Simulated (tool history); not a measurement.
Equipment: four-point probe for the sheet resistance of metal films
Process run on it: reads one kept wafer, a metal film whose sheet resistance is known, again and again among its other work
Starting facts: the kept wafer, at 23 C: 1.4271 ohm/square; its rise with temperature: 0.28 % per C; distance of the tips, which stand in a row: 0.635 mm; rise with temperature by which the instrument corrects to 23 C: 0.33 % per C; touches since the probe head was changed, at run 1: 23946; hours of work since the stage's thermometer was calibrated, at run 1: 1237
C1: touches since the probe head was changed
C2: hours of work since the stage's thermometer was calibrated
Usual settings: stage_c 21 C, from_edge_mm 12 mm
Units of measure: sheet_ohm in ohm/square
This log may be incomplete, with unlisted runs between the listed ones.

Run 1, day 0: usual settings; C1 23946; C2 1237. Result: sheet_ohm 1.431026 ohm/square.
Run 2, day 1.967: usual settings but from_edge_mm 25 mm; C1 24971; C2 1261. Result: sheet_ohm 1.428757 ohm/square.
Run 3, day 3.946: usual settings but from_edge_mm 25 mm; C1 26002; C2 1285. Result: sheet_ohm 1.429468 ohm/square.
Run 4, day 7.588: usual settings but stage_c 25 C; C1 27899; C2 1329. Result: sheet_ohm 1.427545 ohm/square.
Run 5, day 10.004: usual settings; C1 29159; C2 1359. Result: sheet_ohm 1.430354 ohm/square.
Run 6, day 13.529: usual settings but stage_c 20 C; C1 30995; C2 1401. Result: sheet_ohm 1.430596 ohm/square.
Run 7, day 15.733: usual settings but from_edge_mm 44 mm; C1 32144; C2 1428. Result: sheet_ohm 1.427933 ohm/square.
Run 8, day 19.308: usual settings but from_edge_mm 44 mm; C1 34007; C2 1472. Result: sheet_ohm 1.42774 ohm/square.
Run 9, day 22.725: usual settings but from_edge_mm 44 mm; C1 35789; C2 1513. Result: sheet_ohm 1.427289 ohm/square.
Run 10, day 26.538: usual settings but stage_c 31 C; C1 37775; C2 1560. Result: sheet_ohm 1.421629 ohm/square.
Run 11, day 29.662: usual settings; C1 39404; C2 1598. Result: sheet_ohm 1.429123 ohm/square.
Run 12, day 33.117: usual settings; C1 41203; C2 1640. Result: sheet_ohm 1.42863 ohm/square.
Run 13, day 35.592: usual settings; C1 42492; C2 1670. Result: sheet_ohm 1.42873 ohm/square.
Run 14, day 38.021: usual settings but from_edge_mm 29 mm; C1 43758; C2 1699. Result: sheet_ohm 1.426539 ohm/square.
Run 15, day 40.142: usual settings but from_edge_mm 29 mm; C1 44863; C2 1725. Result: sheet_ohm 1.426218 ohm/square.
Run 16, day 42.921: usual settings but from_edge_mm 29 mm; C1 46312; C2 1759. Result: sheet_ohm 1.426503 ohm/square.
Run 17, day 45.012: usual settings; C1 47402; C2 1784. Result: sheet_ohm 1.427751 ohm/square.
Run 18, day 46.671: usual settings; C1 48267; C2 1804. Result: sheet_ohm 1.42794 ohm/square.
Run 19, day 50.488: usual settings; C1 50255; C2 1851. Result: sheet_ohm 1.427488 ohm/square.
Run 20, day 53.817: usual settings; C1 51990; C2 1891. Result: sheet_ohm 1.426802 ohm/square.
Run 21, day 56.208: usual settings but stage_c 34 C, from_edge_mm 11 mm; C1 53236; C2 1920. Result: sheet_ohm 1.417947 ohm/square.
Run 22, day 58.642: usual settings but stage_c 22 C, from_edge_mm 42 mm; C1 54504; C2 1950. Result: sheet_ohm 1.42479 ohm/square.
At day 58.946: stage's thermometer calibrated.
Run 23, day 61.942: usual settings but stage_c 19 C, from_edge_mm 20 mm; C1 56214; C2 36. Result: sheet_ohm 1.427059 ohm/square.
Run 24, day 63.521: usual settings but stage_c 26 C, from_edge_mm 20 mm; C1 57036; C2 56. Result: sheet_ohm 1.42197 ohm/square.
Run 25, day 66.121: usual settings but stage_c 26 C, from_edge_mm 20 mm; C1 58390; C2 87. Result: sheet_ohm 1.422034 ohm/square.
At day 69.7: stage's thermometer calibrated, once more.
Run 26, day 69.862: usual settings but stage_c 26 C, from_edge_mm 20 mm; C1 60329; C2 2. Result: sheet_ohm 1.420196 ohm/square.
Run 27, day 72.896: usual settings but stage_c 26 C, from_edge_mm 20 mm; C1 61910; C2 39. Result: sheet_ohm 1.419409 ohm/square.

The next listed run, before its measurement:
Run 28, day 75.492: usual settings but stage_c 30 C, from_edge_mm 18 mm; C1 63264; C2 70. Result: sheet_ohm ?.

{"run 28": {"sheet_ohm": 1.416852}}
If the tool had no hidden condition, the same run with the same run-to-run variation would have returned sheet_ohm 1.423191 ohm/square.
